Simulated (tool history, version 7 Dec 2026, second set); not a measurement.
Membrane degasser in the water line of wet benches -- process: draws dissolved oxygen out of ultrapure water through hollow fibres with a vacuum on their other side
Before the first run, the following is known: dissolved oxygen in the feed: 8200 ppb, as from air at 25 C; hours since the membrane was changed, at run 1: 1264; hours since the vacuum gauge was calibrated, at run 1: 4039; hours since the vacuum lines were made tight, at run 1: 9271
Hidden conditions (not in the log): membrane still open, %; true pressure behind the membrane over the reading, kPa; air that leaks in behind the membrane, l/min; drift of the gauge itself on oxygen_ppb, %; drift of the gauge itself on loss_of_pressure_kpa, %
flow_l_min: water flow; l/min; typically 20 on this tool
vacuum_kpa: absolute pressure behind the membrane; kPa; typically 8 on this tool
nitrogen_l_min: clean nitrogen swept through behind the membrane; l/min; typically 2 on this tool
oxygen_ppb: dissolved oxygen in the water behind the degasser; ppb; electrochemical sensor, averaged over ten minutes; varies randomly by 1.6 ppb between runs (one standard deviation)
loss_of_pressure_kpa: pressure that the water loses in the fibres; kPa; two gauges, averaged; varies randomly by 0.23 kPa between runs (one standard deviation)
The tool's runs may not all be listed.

run,hour,flow_l_min,vacuum_kpa,nitrogen_l_min,hours since the membrane was changed,hours since the vacuum gauge was calibrated,hours since the vacuum lines were made tight,oxygen_ppb,loss_of_pressure_kpa
1,0,20,8,2,1264,4039,9271,164.9,60.04
2,76.4,20,8,2.38,1341,4116,9347,147.8,59.9
3,114.3,20,8,2.38,1379,4153,9385,149,60.27
4,165.6,20,8,2,1430,4205,9436,162.8,59.96
5,252.8,20,15.44,2,1517,4292,9523,339.7,60.45
6,299.9,20,8.7,2,1564,4339,9571,181.7,60.37
7,344.9,20,8,2,1609,4384,9616,164.6,60.11
8,398.9,20,8,2,1663,4438,9670,165.5,60.53
9,487.7,20,7.65,4.41,1752,4527,9758,100,60.59
10,551.1,20,8,3.25,1815,4590,9822,122.7,60.21
11,595.9,20,8,3.25,1860,4635,9867,124.6,60.29
12,637.7,17,8,3.25,1902,4677,9908,98.6,51
13,708.2,17,8,0.93,1972,4747,9979,230.7,51.17
# hour 765.5: vacuum gauge calibrated
14,797.7,17,8,0.93,2061,32,10068,228.7,51.36
15,849.6,13,11.59,2,2113,84,10120,155.1,39.27
16,912.5,30,15.36,3.01,2176,147,10183,390.1,90.51

Below are 5 alternative next runs, each starting from the tool's condition after run 16. Predict each:
A,961.3,20,5.31,2,2225,196,10232,?,?
B,961.3,22,8.87,1.62,2225,196,10232,?,?
C,961.3,16,17.65,1.15,2225,196,10232,?,?
D,961.3,20,7.09,2.51,2225,196,10232,?,?
E,961.3,18,15.36,1.94,2225,196,10232,?,?

run,oxygen_ppb,loss_of_pressure_kpa
A,100.6,60.08
B,238.8,66.42
C,476.6,48.3
D,125.1,60.06
E,302.1,53.99
Without the tool's unlogged condition, the same runs would have read:
run,oxygen_ppb,loss_of_pressure_kpa
A,97.9,59.77
B,233.9,66.06
C,464.5,48.05
D,121.8,59.74
E,294.1,53.7
